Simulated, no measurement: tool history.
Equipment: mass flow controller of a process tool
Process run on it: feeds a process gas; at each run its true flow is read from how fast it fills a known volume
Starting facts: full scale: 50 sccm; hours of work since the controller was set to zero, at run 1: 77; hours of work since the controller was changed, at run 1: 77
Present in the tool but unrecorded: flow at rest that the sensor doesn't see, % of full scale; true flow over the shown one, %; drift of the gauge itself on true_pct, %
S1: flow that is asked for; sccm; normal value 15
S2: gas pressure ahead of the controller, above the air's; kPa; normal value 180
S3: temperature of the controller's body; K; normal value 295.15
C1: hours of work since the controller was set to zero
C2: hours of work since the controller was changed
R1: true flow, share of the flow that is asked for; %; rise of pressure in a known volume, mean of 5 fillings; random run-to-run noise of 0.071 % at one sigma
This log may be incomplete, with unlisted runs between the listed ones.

{"run": 1, "hour": 0.0, "S1": 15, "S2": 180, "S3": 295.15, "C1": 77, "C2": 77, "R1": 99.98}
{"run": 2, "hour": 414.2, "S1": 15, "S2": 180, "S3": 295.15, "C1": 358, "C2": 358, "R1": 99.83}
{"run": 3, "hour": 711.8, "S1": 15, "S2": 180, "S3": 295.15, "C1": 559, "C2": 559, "R1": 99.57}
{"run": 4, "hour": 1085.6, "S1": 15, "S2": 180, "S3": 295.15, "C1": 813, "C2": 813, "R1": 99.56}
{"run": 5, "hour": 1309.0, "S1": 8, "S2": 180, "S3": 295.15, "C1": 964, "C2": 964, "R1": 99.15}
{"run": 6, "hour": 1716.4, "S1": 8, "S2": 180, "S3": 295.15, "C1": 1240, "C2": 1240, "R1": 98.88}
{"run": 7, "hour": 2141.1, "S1": 8, "S2": 180, "S3": 295.15, "C1": 1527, "C2": 1527, "R1": 98.57}
{"run": 8, "hour": 2528.8, "S1": 15, "S2": 180, "S3": 295.15, "C1": 1790, "C2": 1790, "R1": 98.97}
{"run": 9, "hour": 2731.8, "S1": 15, "S2": 180, "S3": 295.15, "C1": 1928, "C2": 1928, "R1": 98.97}
{"run": 10, "hour": 2935.4, "S1": 15, "S2": 180, "S3": 295.15, "C1": 2065, "C2": 2065, "R1": 98.89}
{"run": 11, "hour": 3266.9, "S1": 15, "S2": 180, "S3": 295.15, "C1": 2290, "C2": 2290, "R1": 98.8}
{"run": 12, "hour": 3506.8, "S1": 15, "S2": 180, "S3": 295.15, "C1": 2452, "C2": 2452, "R1": 98.63}
{"run": 13, "hour": 3701.4, "S1": 15, "S2": 180, "S3": 297.15, "C1": 2584, "C2": 2584, "R1": 98.53}
{"run": 14, "hour": 4059.3, "S1": 15, "S2": 148, "S3": 295.15, "C1": 2827, "C2": 2827, "R1": 98.76}
{"run": 15, "hour": 4320.2, "S1": 18, "S2": 199, "S3": 295.15, "C1": 3003, "C2": 3003, "R1": 98.59}
{"run": 16, "hour": 4751.0, "S1": 10, "S2": 188, "S3": 296.15, "C1": 3295, "C2": 3295, "R1": 97.39}
{"run": 17, "hour": 5180.1, "S1": 10, "S2": 188, "S3": 296.15, "C1": 3586, "C2": 3586, "R1": 97.23}
{"run": 18, "hour": 5417.1, "S1": 31, "S2": 180, "S3": 294.15, "C1": 3746, "C2": 3746, "R1": 99.14}
{"run": 19, "hour": 5668.5, "S1": 15, "S2": 154, "S3": 309.15, "C1": 3917, "C2": 3917, "R1": 96.67}
{"run": 20, "hour": 5884.5, "S1": 15, "S2": 154, "S3": 309.15, "C1": 4063, "C2": 4063, "R1": 96.55}
{"run": 21, "hour": 6218.2, "S1": 33, "S2": 164, "S3": 296.15, "C1": 4289, "C2": 4289, "R1": 98.81}
{"run": 22, "hour": 6575.7, "S1": 33, "S2": 164, "S3": 296.15, "C1": 4531, "C2": 4531, "R1": 98.7}
{"run": 23, "hour": 6847.9, "S1": 5, "S2": 180, "S3": 310.15, "C1": 4715, "C2": 4715, "R1": 92.49}

Predict each of these 3 candidate next runs independently; none follows another, all start after run 23:
{"run": "A", "hour": 7227.7, "S1": 14, "S2": 197, "S3": 304.15, "C1": 4973, "C2": 4973, "R1": "?"}
{"run": "B", "hour": 7227.7, "S1": 5, "S2": 146, "S3": 300.15, "C1": 4973, "C2": 4973, "R1": "?"}
{"run": "C", "hour": 7227.7, "S1": 15, "S2": 229, "S3": 295.15, "C1": 4973, "C2": 4973, "R1": "?"}

run=A R1=96.26
run=B R1=93.56
run=C R1=97.15
Take away the tool's hidden state, keep each run's random variation, and the runs would have read:
run=A R1=98.91
run=B R1=99.49
run=C R1=99.68

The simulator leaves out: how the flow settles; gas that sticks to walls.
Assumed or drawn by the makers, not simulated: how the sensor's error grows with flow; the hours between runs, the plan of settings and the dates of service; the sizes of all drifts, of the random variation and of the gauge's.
